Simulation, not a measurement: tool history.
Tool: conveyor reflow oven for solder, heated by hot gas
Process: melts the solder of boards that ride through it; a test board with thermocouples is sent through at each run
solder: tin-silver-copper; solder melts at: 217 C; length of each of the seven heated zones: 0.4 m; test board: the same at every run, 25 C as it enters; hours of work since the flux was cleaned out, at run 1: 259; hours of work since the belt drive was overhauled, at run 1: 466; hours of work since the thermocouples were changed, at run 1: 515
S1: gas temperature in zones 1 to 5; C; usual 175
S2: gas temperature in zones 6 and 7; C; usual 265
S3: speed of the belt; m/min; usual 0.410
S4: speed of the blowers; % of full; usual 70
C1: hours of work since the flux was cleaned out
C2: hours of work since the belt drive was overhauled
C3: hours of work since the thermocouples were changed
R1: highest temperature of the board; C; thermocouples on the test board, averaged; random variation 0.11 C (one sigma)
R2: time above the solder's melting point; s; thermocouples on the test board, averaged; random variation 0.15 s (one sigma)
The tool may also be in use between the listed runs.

{"run": 1, "day": 0.0, "S1": 175, "S2": 265, "S3": 0.41, "S4": 70, "C1": 259, "C2": 466, "C3": 515, "R1": 251.1, "R2": 88.4}
{"run": 2, "day": 1.696, "S1": 175, "S2": 265, "S3": 0.38, "S4": 70, "C1": 291, "C2": 498, "C3": 547, "R1": 252.8, "R2": 98.6}
{"run": 3, "day": 3.4, "S1": 175, "S2": 265, "S3": 0.38, "S4": 70, "C1": 324, "C2": 530, "C3": 579, "R1": 252.6, "R2": 98.5}
{"run": 4, "day": 4.667, "S1": 175, "S2": 265, "S3": 0.38, "S4": 70, "C1": 347, "C2": 554, "C3": 603, "R1": 252.8, "R2": 98.1}
{"run": 5, "day": 5.65, "S1": 165, "S2": 265, "S3": 0.38, "S4": 70, "C1": 366, "C2": 572, "C3": 622, "R1": 251.0, "R2": 90.7}
{"day": 6.896, "done": "flux residue cleaned out of gas plates and filters"}
{"day": 7.312, "done": "thermocouples of zones 6 and 7 changed"}
{"run": 6, "day": 7.804, "S1": 165, "S2": 265, "S3": 0.38, "S4": 70, "C1": 16, "C2": 607, "C3": 9, "R1": 253.1, "R2": 94.2}
{"run": 7, "day": 8.721, "S1": 175, "S2": 265, "S3": 0.364, "S4": 70, "C1": 33, "C2": 625, "C3": 27, "R1": 255.0, "R2": 106.7}
{"run": 8, "day": 10.204, "S1": 175, "S2": 265, "S3": 0.41, "S4": 70, "C1": 61, "C2": 653, "C3": 55, "R1": 252.1, "R2": 90.3}
{"run": 9, "day": 12.046, "S1": 175, "S2": 265, "S3": 0.41, "S4": 70, "C1": 96, "C2": 687, "C3": 89, "R1": 251.9, "R2": 90.1}
{"run": 10, "day": 13.433, "S1": 175, "S2": 265, "S3": 0.41, "S4": 70, "C1": 122, "C2": 714, "C3": 116, "R1": 251.6, "R2": 89.6}
{"run": 11, "day": 15.138, "S1": 175, "S2": 265, "S3": 0.41, "S4": 70, "C1": 154, "C2": 746, "C3": 148, "R1": 251.5, "R2": 89.7}
{"run": 12, "day": 16.55, "S1": 167, "S2": 273, "S3": 0.383, "S4": 85, "C1": 181, "C2": 772, "C3": 174, "R1": 262.9, "R2": 104.7}
{"run": 13, "day": 18.158, "S1": 175, "S2": 265, "S3": 0.333, "S4": 70, "C1": 211, "C2": 803, "C3": 205, "R1": 256.1, "R2": 119.3}
{"run": 14, "day": 19.738, "S1": 175, "S2": 265, "S3": 0.333, "S4": 82, "C1": 241, "C2": 833, "C3": 234, "R1": 257.9, "R2": 122.0}

Run 15 comes next. What will it give?
{"run": 15, "day": 20.842, "S1": 189, "S2": 274, "S3": 0.347, "S4": 83, "C1": 262, "C2": 853, "C3": 255, "R1": "?", "R2": "?"}

{"run 15": {"R1": 266.9, "R2": 132.1}}
Without the tool's hidden state the same run would have given R1 268.4 C, R2 131.1 s.

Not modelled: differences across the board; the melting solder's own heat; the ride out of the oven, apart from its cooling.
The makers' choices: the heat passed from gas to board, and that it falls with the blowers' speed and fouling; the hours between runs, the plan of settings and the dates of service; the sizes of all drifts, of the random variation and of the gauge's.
